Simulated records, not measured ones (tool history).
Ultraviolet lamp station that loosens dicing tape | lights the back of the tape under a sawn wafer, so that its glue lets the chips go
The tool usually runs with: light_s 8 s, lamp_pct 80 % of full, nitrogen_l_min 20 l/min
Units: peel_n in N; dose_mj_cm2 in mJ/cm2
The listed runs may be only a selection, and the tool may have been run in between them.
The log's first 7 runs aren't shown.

run,hour,light_s,lamp_pct,nitrogen_l_min,peel_n,dose_mj_cm2
8,53.6,8,80,20,0.135,388
9,63.5,7,80,20,0.189,332
10,68.5,8,80,20,0.148,382
11,73.1,7,80,20,0.181,336
12,78.7,7,80,20,0.187,338
13,86.1,7,80,20,0.190,338
14,94.8,7,80,23,0.169,335
15,101.9,7,80,23,0.170,327
16,111.2,7,80,23,0.172,329
17,118.3,7,80,23,0.178,325
18,125.4,8,80,12,0.206,376
19,132.9,8,74,20,0.179,347
20,140.6,8,74,20,0.181,346
21,145.3,8,74,20,0.173,342
22,155.0,7,74,6,0.468,305
23,163.0,4,99,12,0.514,231
24,169.3,4,99,12,0.501,229
25,177.4,6,83,20,0.246,291
26,186.7,5,83,20,0.347,240
27,194.8,5,83,20,0.342,242
28,200.1,8,80,28,0.143,365
29,208.1,8,87,7,0.244,400

Run 30 has not been measured yet. What should we expect?
30,215.8,14,80,7,?,?

{"run 30": {"peel_n": 0.116, "dose_mj_cm2": 638}}
Were there no unlogged condition in the tool, this run, its random variation unchanged, would have produced peel_n 0.103 N, dose_mj_cm2 736 mJ/cm2.
